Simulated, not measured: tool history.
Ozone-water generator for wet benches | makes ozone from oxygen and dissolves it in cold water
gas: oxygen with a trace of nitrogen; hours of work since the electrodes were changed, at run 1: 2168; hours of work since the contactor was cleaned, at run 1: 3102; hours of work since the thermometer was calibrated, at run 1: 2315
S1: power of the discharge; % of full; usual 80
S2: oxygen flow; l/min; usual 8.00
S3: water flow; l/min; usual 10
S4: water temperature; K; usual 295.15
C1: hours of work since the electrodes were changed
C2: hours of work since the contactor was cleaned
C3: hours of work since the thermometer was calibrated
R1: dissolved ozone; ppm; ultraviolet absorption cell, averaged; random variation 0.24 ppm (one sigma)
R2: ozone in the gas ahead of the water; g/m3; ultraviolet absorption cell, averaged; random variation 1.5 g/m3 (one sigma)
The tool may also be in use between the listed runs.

| run | hour | S1 | S2 | S3 | S4 | C1 | C2 | C3 | R1 | R2 |
|---|---|---|---|---|---|---|---|---|---|---|
| 1 | 0.0 | 80 | 8.00 | 10 | 295.15 | 2168 | 3102 | 2315 | 37.3 | 276.1 |
| 2 | 52.5 | 80 | 8.00 | 10 | 292.15 | 2217 | 3150 | 2363 | 39.9 | 276.1 |
| 3 | 105.4 | 80 | 8.00 | 10 | 292.15 | 2265 | 3199 | 2412 | 39.9 | 274.9 |
| 4 | 143.9 | 80 | 8.00 | 10 | 292.15 | 2301 | 3234 | 2447 | 39.8 | 276.1 |
| 5 | 176.5 | 80 | 8.00 | 10 | 295.15 | 2331 | 3264 | 2477 | 37.1 | 277.1 |
| 6 | 227.3 | 80 | 8.00 | 10 | 295.15 | 2377 | 3311 | 2524 | 36.6 | 276.8 |
| 7 | 253.3 | 80 | 8.04 | 10 | 295.15 | 2401 | 3335 | 2548 | 37.0 | 274.2 |
| 8 | 307.7 | 80 | 8.04 | 10 | 295.15 | 2452 | 3385 | 2598 | 37.4 | 273.7 |
| 9 | 369.5 | 80 | 8.04 | 10 | 295.15 | 2508 | 3442 | 2655 | 37.4 | 273.8 |
| 10 | 433.4 | 80 | 8.04 | 7 | 295.15 | 2567 | 3501 | 2714 | 44.1 | 273.4 |
| 11 | 480.1 | 80 | 8.04 | 7 | 295.15 | 2610 | 3544 | 2757 | 43.5 | 271.3 |
|  | 491.8 | contactor cleaned |
| 12 | 526.7 | 80 | 8.04 | 7 | 295.15 | 2650 | 32 | 2796 | 43.5 | 273.3 |
| 13 | 572.4 | 80 | 8.00 | 7 | 295.15 | 2692 | 74 | 2838 | 43.9 | 272.7 |
| 14 | 616.2 | 80 | 8.00 | 7 | 295.15 | 2732 | 115 | 2879 | 44.0 | 274.5 |
| 15 | 642.1 | 80 | 8.00 | 7 | 295.15 | 2756 | 138 | 2903 | 43.8 | 274.8 |
| 16 | 674.6 | 80 | 8.00 | 7 | 295.15 | 2786 | 168 | 2933 | 44.0 | 271.6 |
| 17 | 725.0 | 80 | 8.00 | 7 | 295.15 | 2832 | 215 | 2979 | 43.7 | 275.4 |
| 18 | 768.9 | 80 | 8.33 | 12 | 295.15 | 2873 | 255 | 3019 | 33.7 | 266.9 |
| 19 | 831.4 | 80 | 8.00 | 10 | 295.15 | 2930 | 313 | 3077 | 37.4 | 274.1 |
| 20 | 871.7 | 69 | 5.45 | 8 | 290.15 | 2967 | 350 | 3114 | 44.0 | 288.2 |
| 21 | 931.7 | 69 | 8.14 | 8 | 290.15 | 3023 | 405 | 3169 | 42.5 | 248.0 |
| 22 | 993.2 | 69 | 8.14 | 8 | 290.15 | 3079 | 462 | 3226 | 42.5 | 246.2 |
| 23 | 1053.2 | 47 | 6.25 | 9 | 292.15 | 3134 | 517 | 3281 | 31.0 | 214.2 |
| 24 | 1105.4 | 47 | 6.25 | 9 | 292.15 | 3183 | 565 | 3329 | 31.3 | 215.2 |
| 25 | 1152.7 | 47 | 8.37 | 9 | 288.15 | 3226 | 609 | 3373 | 33.1 | 190.4 |
| 26 | 1192.6 | 47 | 8.37 | 9 | 288.15 | 3263 | 645 | 3410 | 33.1 | 190.2 |
| 27 | 1246.7 | 47 | 8.37 | 9 | 288.15 | 3313 | 695 | 3459 | 33.5 | 190.7 |
| 28 | 1286.3 | 80 | 8.00 | 10 | 289.15 | 3349 | 732 | 3496 | 42.4 | 269.1 |
| 29 | 1333.9 | 80 | 8.00 | 10 | 289.15 | 3393 | 776 | 3540 | 43.0 | 272.0 |
| 30 | 1365.5 | 79 | 6.94 | 12 | 301.15 | 3422 | 805 | 3569 | 29.5 | 283.2 |
| 31 | 1418.5 | 61 | 5.21 | 8 | 288.15 | 3471 | 853 | 3618 | 43.0 | 269.3 |
| 32 | 1456.0 | 67 | 8.00 | 15 | 295.15 | 3505 | 888 | 3652 | 26.5 | 240.7 |

Measured less the same run without the tool's hidden state. The same run-to-run variation is in both; the gauge's scatter may not be:
The hidden state here: yield of the discharge, % of new electrodes'; contactor's efficiency, % of a clean one's; true water temperature over the reading, C; drift of the gauge itself on ozone_ppm, %; drift of the gauge itself on gas_g_m3, %.
| run | R2 |
|---|---|
| 1 | -0.2 |
| 2 | -0.4 |
| 3 | -0.7 |
| 4 | -0.9 |
| 5 | -1.1 |
| 6 | -1.3 |
| 7 | -1.4 |
| 8 | -1.8 |
| 9 | -2.1 |
| 10 | -2.3 |
| 11 | -2.6 |
| 12 | -2.9 |
| 13 | -3.0 |
| 14 | -3.3 |
| 15 | -3.5 |
| 16 | -3.6 |
| 17 | -3.9 |
| 18 | -4.0 |
| 19 | -4.4 |
| 20 | -4.8 |
| 21 | -4.5 |
| 22 | -4.8 |
| 23 | -4.3 |
| 24 | -4.6 |
| 25 | -4.2 |
| 26 | -4.4 |
| 27 | -4.5 |
| 28 | -6.7 |
| 29 | -7.0 |
| 30 | -7.5 |
| 31 | -7.3 |
| 32 | -6.7 |
R1: within 0.1 ppm of the measured result in every run.
